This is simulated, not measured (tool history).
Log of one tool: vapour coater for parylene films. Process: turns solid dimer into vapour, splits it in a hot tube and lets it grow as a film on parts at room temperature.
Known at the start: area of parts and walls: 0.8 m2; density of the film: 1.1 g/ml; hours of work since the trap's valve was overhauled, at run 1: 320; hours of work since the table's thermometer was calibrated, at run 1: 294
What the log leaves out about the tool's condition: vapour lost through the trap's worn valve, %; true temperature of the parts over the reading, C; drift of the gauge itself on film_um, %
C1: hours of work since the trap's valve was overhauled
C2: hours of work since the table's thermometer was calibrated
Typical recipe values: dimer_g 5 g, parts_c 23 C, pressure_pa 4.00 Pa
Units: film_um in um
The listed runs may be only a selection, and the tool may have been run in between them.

Run 1, hour 0.0: usual settings; C1 320; C2 294. Result: film_um 4.33 um.
Run 2, hour 35.5: usual settings; C1 343; C2 317. Result: film_um 4.36 um.
Run 3, hour 68.7: usual settings; C1 364; C2 339. Result: film_um 4.26 um.
Run 4, hour 110.0: usual settings but parts_c 32 C; C1 391; C2 365. Result: film_um 3.24 um.
Run 5, hour 146.4: usual settings but parts_c 32 C, pressure_pa 8.02 Pa; C1 414; C2 389. Result: film_um 2.77 um.
At hour 167.9: trap's valve overhauled.
Run 6, hour 186.8: usual settings but parts_c 32 C, pressure_pa 8.02 Pa; C1 12; C2 412. Result: film_um 2.82 um.
Run 7, hour 206.0: usual settings but dimer_g 3 g, parts_c 16 C, pressure_pa 5.02 Pa; C1 25; C2 425. Result: film_um 3.10 um.
Run 8, hour 240.9: usual settings but dimer_g 4 g, parts_c 29 C, pressure_pa 2.05 Pa; C1 47; C2 447. Result: film_um 3.27 um.
Run 9, hour 282.8: usual settings but dimer_g 4 g, parts_c 29 C, pressure_pa 2.05 Pa; C1 74; C2 474. Result: film_um 3.33 um.
Run 10, hour 322.3: usual settings but dimer_g 4 g, parts_c 29 C, pressure_pa 2.05 Pa; C1 100; C2 500. Result: film_um 3.36 um.
Run 11, hour 364.1: usual settings but parts_c 33 C, pressure_pa 3.11 Pa; C1 126; C2 526. Result: film_um 3.29 um.
Run 12, hour 405.1: usual settings but pressure_pa 7.33 Pa; C1 153; C2 553. Result: film_um 3.82 um.

Alternative continuations, all from the tool just after run 12; predict every row:
Run A, hour 441.8: usual settings but dimer_g 3 g, parts_c 21 C, pressure_pa 7.65 Pa; C1 177; C2 577. Result: film_um ?.
Run B, hour 441.8: usual settings but dimer_g 7 g, pressure_pa 5.10 Pa; C1 177; C2 577. Result: film_um ?.
Run C, hour 441.8: usual settings but dimer_g 2 g, pressure_pa 4.86 Pa; C1 177; C2 577. Result: film_um ?.
Run D, hour 441.8: usual settings but pressure_pa 7.33 Pa; C1 177; C2 577. Result: film_um ?.

run  film_um
  A     2.43
  B     5.84
  C     1.69
  D     3.76
With no hidden state in the tool, these same runs would have given:
run  film_um
  A     2.43
  B     5.86
  C     1.69
  D     3.76
